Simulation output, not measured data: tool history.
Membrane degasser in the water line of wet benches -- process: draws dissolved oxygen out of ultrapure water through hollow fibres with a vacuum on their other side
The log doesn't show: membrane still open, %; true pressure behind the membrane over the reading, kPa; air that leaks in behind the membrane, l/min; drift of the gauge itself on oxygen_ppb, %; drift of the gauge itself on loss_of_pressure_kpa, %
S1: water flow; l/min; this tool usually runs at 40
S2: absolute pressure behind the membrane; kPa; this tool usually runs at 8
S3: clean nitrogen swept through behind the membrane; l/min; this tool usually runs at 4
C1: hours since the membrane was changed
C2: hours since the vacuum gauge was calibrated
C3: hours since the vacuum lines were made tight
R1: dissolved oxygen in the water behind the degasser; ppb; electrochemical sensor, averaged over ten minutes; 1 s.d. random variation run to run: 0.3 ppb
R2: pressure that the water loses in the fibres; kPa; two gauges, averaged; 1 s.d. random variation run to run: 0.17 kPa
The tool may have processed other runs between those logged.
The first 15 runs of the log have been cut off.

run     day  S1     S2     S3    C1    C2     C3     R1     R2
 16  33.958  40  10.99      4  1077   316  10267  184.8  37.74
 17  37.092  40  10.36   3.26  1152   391  10342    205   37.9
 18  38.575  40   5.19      4  1188   427  10378   51.2   37.6
 19  41.708  40   5.19      4  1263   502  10453   51.2  37.62
 20  44.525  64  11.24  10.35  1330   570  10521  131.6  60.48
 21  46.992  40  16.44   7.22  1390   629  10580  179.2  37.66
 22  49.383  40   8.77   8.36  1447   686  10637   68.4  37.72
 23  52.654  36      8   2.25  1526   765  10716  175.7  33.93
 24  54.154  52  15.42   2.25  1562   801  10752  589.6  49.01
 25  56.817  32   7.88   9.22  1625   865  10816   41.9  30.22
 26  60.008  40  19.14      4  1702   941  10892  366.7  37.91
 27  61.838  24  10.69   3.11  1746   985  10936  139.3  22.37
 28  63.796  42   5.86  11.28  1793  1032  10983   28.4  39.57
 29  66.971  43   6.58  11.28  1869  1108  11059   36.2  40.83
 30  68.458  43   12.3   2.16  1905  1144  11095  396.1  40.59
 31  71.096  43   8.67   2.16  1968  1207  11158    243  40.44
 32  73.021  44  16.37    2.7  2014  1254  11204  468.8  41.57

Each row is a separate what-if for the run after 32, all from the same tool condition, not one after another. Results?
  A  75.742  26   9.34   2.7  2080  1319  11270   ?   ?
  B  75.742  61   6.44  1.72  2080  1319  11270   ?   ?
  C  75.742  24   9.99  2.06  2080  1319  11270   ?   ?
  D  75.742  32  16.37   2.7  2080  1319  11270   ?   ?

run     R1     R2
  A  140.9  24.47
  B  244.6  57.76
  C  185.1   22.7
  D  355.7  30.33
Without the tool's hidden state the same runs would have given:
run     R1     R2
  A  138.6  24.34
  B  240.3  57.43
  C  182.3  22.57
  D  352.2  30.16
